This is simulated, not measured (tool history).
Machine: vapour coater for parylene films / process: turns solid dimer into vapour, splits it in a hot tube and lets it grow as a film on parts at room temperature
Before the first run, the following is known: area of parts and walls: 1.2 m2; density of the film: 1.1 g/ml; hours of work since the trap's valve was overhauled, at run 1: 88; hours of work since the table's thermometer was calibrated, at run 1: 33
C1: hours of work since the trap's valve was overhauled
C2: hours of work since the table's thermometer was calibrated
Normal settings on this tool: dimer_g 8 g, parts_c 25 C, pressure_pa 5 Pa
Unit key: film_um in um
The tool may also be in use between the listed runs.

{"run": 1, "hour": 0.0, "dimer_g": 8, "parts_c": 25, "pressure_pa": 5, "C1": 88, "C2": 33, "film_um": 4.19}
{"run": 2, "hour": 8.5, "dimer_g": 8, "parts_c": 25, "pressure_pa": 8.31, "C1": 94, "C2": 39, "film_um": 3.78}
{"run": 3, "hour": 23.4, "dimer_g": 8, "parts_c": 25, "pressure_pa": 8.31, "C1": 104, "C2": 49, "film_um": 3.71}
{"run": 4, "hour": 33.9, "dimer_g": 8, "parts_c": 25, "pressure_pa": 8.31, "C1": 111, "C2": 56, "film_um": 3.77}
{"run": 5, "hour": 46.9, "dimer_g": 8, "parts_c": 25, "pressure_pa": 9.66, "C1": 120, "C2": 65, "film_um": 3.63}
{"run": 6, "hour": 57.3, "dimer_g": 8, "parts_c": 25, "pressure_pa": 9.66, "C1": 127, "C2": 72, "film_um": 3.6}
{"run": 7, "hour": 66.3, "dimer_g": 8, "parts_c": 25, "pressure_pa": 5, "C1": 133, "C2": 78, "film_um": 4.11}
{"run": 8, "hour": 76.7, "dimer_g": 8, "parts_c": 25, "pressure_pa": 5, "C1": 140, "C2": 85, "film_um": 4.09}
{"run": 9, "hour": 88.1, "dimer_g": 9, "parts_c": 25, "pressure_pa": 5, "C1": 148, "C2": 93, "film_um": 4.62}
{"run": 10, "hour": 99.2, "dimer_g": 10, "parts_c": 25, "pressure_pa": 5, "C1": 155, "C2": 100, "film_um": 5.1}
{"run": 11, "hour": 107.0, "dimer_g": 9, "parts_c": 25, "pressure_pa": 5, "C1": 160, "C2": 105, "film_um": 4.66}
{"hour": 112.2, "done": "trap's valve overhauled"}
{"run": 12, "hour": 118.7, "dimer_g": 4, "parts_c": 26, "pressure_pa": 11.78, "C1": 4, "C2": 111, "film_um": 1.62}
{"run": 13, "hour": 130.4, "dimer_g": 4, "parts_c": 26, "pressure_pa": 11.78, "C1": 12, "C2": 119, "film_um": 1.62}
{"run": 14, "hour": 139.0, "dimer_g": 9, "parts_c": 17, "pressure_pa": 10.06, "C1": 18, "C2": 124, "film_um": 5.21}
{"hour": 152.1, "done": "trap's valve overhauled, once more"}
{"run": 15, "hour": 156.0, "dimer_g": 6, "parts_c": 25, "pressure_pa": 3.79, "C1": 3, "C2": 133, "film_um": 3.36}
{"run": 16, "hour": 166.9, "dimer_g": 9, "parts_c": 25, "pressure_pa": 5, "C1": 10, "C2": 140, "film_um": 4.75}
{"run": 17, "hour": 173.0, "dimer_g": 9, "parts_c": 25, "pressure_pa": 5, "C1": 14, "C2": 145, "film_um": 4.67}

Predict each of these 5 candidate next runs independently; none follows another, all start after run 17:
{"run": "A", "hour": 179.6, "dimer_g": 3, "parts_c": 25, "pressure_pa": 8.46, "C1": 19, "C2": 149, "film_um": "?"}
{"run": "B", "hour": 179.6, "dimer_g": 8, "parts_c": 37, "pressure_pa": 4.37, "C1": 19, "C2": 149, "film_um": "?"}
{"run": "C", "hour": 179.6, "dimer_g": 8, "parts_c": 25, "pressure_pa": 4.9, "C1": 19, "C2": 149, "film_um": "?"}
{"run": "D", "hour": 179.6, "dimer_g": 9, "parts_c": 36, "pressure_pa": 3.43, "C1": 19, "C2": 149, "film_um": "?"}
{"run": "E", "hour": 179.6, "dimer_g": 4, "parts_c": 24, "pressure_pa": 4.54, "C1": 19, "C2": 149, "film_um": "?"}

run=A film_um=1.4
run=B film_um=2.74
run=C film_um=4.24
run=D film_um=3.42
run=E film_um=2.22
Without the tool's hidden state the same runs would have given:
run=A film_um=1.43
run=B film_um=2.79
run=C film_um=4.31
run=D film_um=3.48
run=E film_um=2.26

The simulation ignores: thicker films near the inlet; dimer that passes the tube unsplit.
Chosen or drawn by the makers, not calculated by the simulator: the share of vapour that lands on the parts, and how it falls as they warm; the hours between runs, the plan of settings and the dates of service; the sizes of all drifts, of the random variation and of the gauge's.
